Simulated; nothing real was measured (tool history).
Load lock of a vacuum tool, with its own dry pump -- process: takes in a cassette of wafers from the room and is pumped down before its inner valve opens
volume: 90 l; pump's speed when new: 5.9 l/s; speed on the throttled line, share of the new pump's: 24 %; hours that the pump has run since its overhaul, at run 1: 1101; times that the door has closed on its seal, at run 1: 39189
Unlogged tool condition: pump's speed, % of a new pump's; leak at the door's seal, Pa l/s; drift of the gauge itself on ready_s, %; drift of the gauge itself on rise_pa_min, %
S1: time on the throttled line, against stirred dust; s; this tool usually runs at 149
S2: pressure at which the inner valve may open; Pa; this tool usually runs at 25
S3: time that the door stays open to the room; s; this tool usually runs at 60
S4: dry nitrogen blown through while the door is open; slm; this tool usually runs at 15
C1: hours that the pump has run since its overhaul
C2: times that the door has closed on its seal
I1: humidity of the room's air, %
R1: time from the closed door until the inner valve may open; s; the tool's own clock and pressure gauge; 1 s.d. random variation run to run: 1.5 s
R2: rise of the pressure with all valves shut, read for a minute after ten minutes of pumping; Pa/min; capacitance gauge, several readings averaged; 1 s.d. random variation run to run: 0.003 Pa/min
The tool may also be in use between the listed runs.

{"run": 1, "hour": 0.0, "S1": 149, "S2": 25, "S3": 60, "S4": 15, "C1": 1101, "C2": 39189, "I1": 41.4, "R1": 242.4, "R2": 0.127}
{"run": 2, "hour": 213.0, "S1": 149, "S2": 25, "S3": 60, "S4": 15, "C1": 1314, "C2": 40062, "I1": 43.3, "R1": 240.4, "R2": 0.131}
{"run": 3, "hour": 473.7, "S1": 149, "S2": 25, "S3": 60, "S4": 15, "C1": 1575, "C2": 41131, "I1": 43.6, "R1": 241.7, "R2": 0.138}
{"run": 4, "hour": 603.1, "S1": 149, "S2": 25, "S3": 60, "S4": 15, "C1": 1704, "C2": 41662, "I1": 44.1, "R1": 239.5, "R2": 0.141}
{"run": 5, "hour": 881.4, "S1": 149, "S2": 25, "S3": 60, "S4": 15, "C1": 1982, "C2": 42802, "I1": 44.9, "R1": 242.5, "R2": 0.149}
{"run": 6, "hour": 1060.2, "S1": 149, "S2": 25, "S3": 60, "S4": 15, "C1": 2161, "C2": 43535, "I1": 43.0, "R1": 243.7, "R2": 0.149}
{"run": 7, "hour": 1212.3, "S1": 149, "S2": 25, "S3": 60, "S4": 15, "C1": 2313, "C2": 44159, "I1": 46.0, "R1": 242.3, "R2": 0.149}
{"run": 8, "hour": 1388.6, "S1": 149, "S2": 19, "S3": 60, "S4": 15, "C1": 2490, "C2": 44882, "I1": 43.9, "R1": 246.2, "R2": 0.16}
{"run": 9, "hour": 1559.0, "S1": 149, "S2": 19, "S3": 60, "S4": 15, "C1": 2660, "C2": 45580, "I1": 44.1, "R1": 248.1, "R2": 0.158}
{"run": 10, "hour": 1700.9, "S1": 246, "S2": 19, "S3": 60, "S4": 15, "C1": 2802, "C2": 46162, "I1": 44.1, "R1": 320.0, "R2": 0.158}
{"run": 11, "hour": 1977.6, "S1": 149, "S2": 25, "S3": 55, "S4": 15, "C1": 3079, "C2": 47296, "I1": 44.9, "R1": 245.3, "R2": 0.17}
{"run": 12, "hour": 2164.3, "S1": 149, "S2": 25, "S3": 60, "S4": 15, "C1": 3265, "C2": 48061, "I1": 41.3, "R1": 243.5, "R2": 0.172}
{"run": 13, "hour": 2368.6, "S1": 149, "S2": 25, "S3": 60, "S4": 15, "C1": 3470, "C2": 48899, "I1": 43.3, "R1": 243.4, "R2": 0.176}
{"run": 14, "hour": 2631.3, "S1": 149, "S2": 26, "S3": 60, "S4": 15, "C1": 3732, "C2": 49976, "I1": 45.7, "R1": 246.2, "R2": 0.186}
{"run": 15, "hour": 2792.4, "S1": 120, "S2": 34, "S3": 60, "S4": 30, "C1": 3893, "C2": 50636, "I1": 43.2, "R1": 220.8, "R2": 0.176}
{"run": 16, "hour": 2936.4, "S1": 149, "S2": 25, "S3": 60, "S4": 9, "C1": 4037, "C2": 51227, "I1": 43.5, "R1": 244.9, "R2": 0.194}
{"run": 17, "hour": 3123.6, "S1": 125, "S2": 25, "S3": 60, "S4": 9, "C1": 4225, "C2": 51994, "I1": 46.6, "R1": 227.9, "R2": 0.199}
{"run": 18, "hour": 3375.0, "S1": 149, "S2": 45, "S3": 60, "S4": 15, "C1": 4476, "C2": 53025, "I1": 43.4, "R1": 239.1, "R2": 0.194}
{"run": 19, "hour": 3495.1, "S1": 149, "S2": 45, "S3": 60, "S4": 15, "C1": 4596, "C2": 53517, "I1": 44.5, "R1": 236.6, "R2": 0.201}
{"run": 20, "hour": 3766.2, "S1": 149, "S2": 35, "S3": 35, "S4": 30, "C1": 4867, "C2": 54628, "I1": 47.1, "R1": 242.5, "R2": 0.191}
{"run": 21, "hour": 3988.7, "S1": 149, "S2": 46, "S3": 60, "S4": 15, "C1": 5090, "C2": 55540, "I1": 45.8, "R1": 237.1, "R2": 0.21}
{"run": 22, "hour": 4238.3, "S1": 149, "S2": 46, "S3": 60, "S4": 15, "C1": 5339, "C2": 56563, "I1": 45.2, "R1": 235.1, "R2": 0.22}
{"run": 23, "hour": 4484.2, "S1": 149, "S2": 23, "S3": 60, "S4": 15, "C1": 5585, "C2": 57571, "I1": 45.6, "R1": 249.2, "R2": 0.224}
{"run": 24, "hour": 4693.4, "S1": 190, "S2": 36, "S3": 40, "S4": 15, "C1": 5794, "C2": 58429, "I1": 43.8, "R1": 268.9, "R2": 0.225}
{"run": 25, "hour": 4854.3, "S1": 190, "S2": 36, "S3": 112, "S4": 15, "C1": 5955, "C2": 59089, "I1": 43.3, "R1": 274.7, "R2": 0.241}

What if the next run were any one of these 5? Each begins from the tool's condition after run 25:
{"run": "A", "hour": 4999.0, "S1": 229, "S2": 25, "S3": 41, "S4": 15, "C1": 6100, "C2": 59682, "I1": 45.2, "R1": "?", "R2": "?"}
{"run": "B", "hour": 4999.0, "S1": 190, "S2": 19, "S3": 112, "S4": 15, "C1": 6100, "C2": 59682, "I1": 43.4, "R1": "?", "R2": "?"}
{"run": "C", "hour": 4999.0, "S1": 190, "S2": 36, "S3": 112, "S4": 17, "C1": 6100, "C2": 59682, "I1": 44.8, "R1": "?", "R2": "?"}
{"run": "D", "hour": 4999.0, "S1": 200, "S2": 47, "S3": 34, "S4": 15, "C1": 6100, "C2": 59682, "I1": 49.9, "R1": "?", "R2": "?"}
{"run": "E", "hour": 4999.0, "S1": 150, "S2": 42, "S3": 112, "S4": 15, "C1": 6100, "C2": 59682, "I1": 41.2, "R1": "?", "R2": "?"}

run=A R1=307.0 R2=0.237
run=B R1=280.5 R2=0.248
run=C R1=274.6 R2=0.243
run=D R1=275.7 R2=0.227
run=E R1=240.6 R2=0.245
Without the tool's hidden state the same runs would have given:
run=A R1=300.4 R2=0.017
run=B R1=272.8 R2=0.026
run=C R1=267.7 R2=0.023
run=D R1=269.4 R2=0.008
run=E R1=232.7 R2=0.029

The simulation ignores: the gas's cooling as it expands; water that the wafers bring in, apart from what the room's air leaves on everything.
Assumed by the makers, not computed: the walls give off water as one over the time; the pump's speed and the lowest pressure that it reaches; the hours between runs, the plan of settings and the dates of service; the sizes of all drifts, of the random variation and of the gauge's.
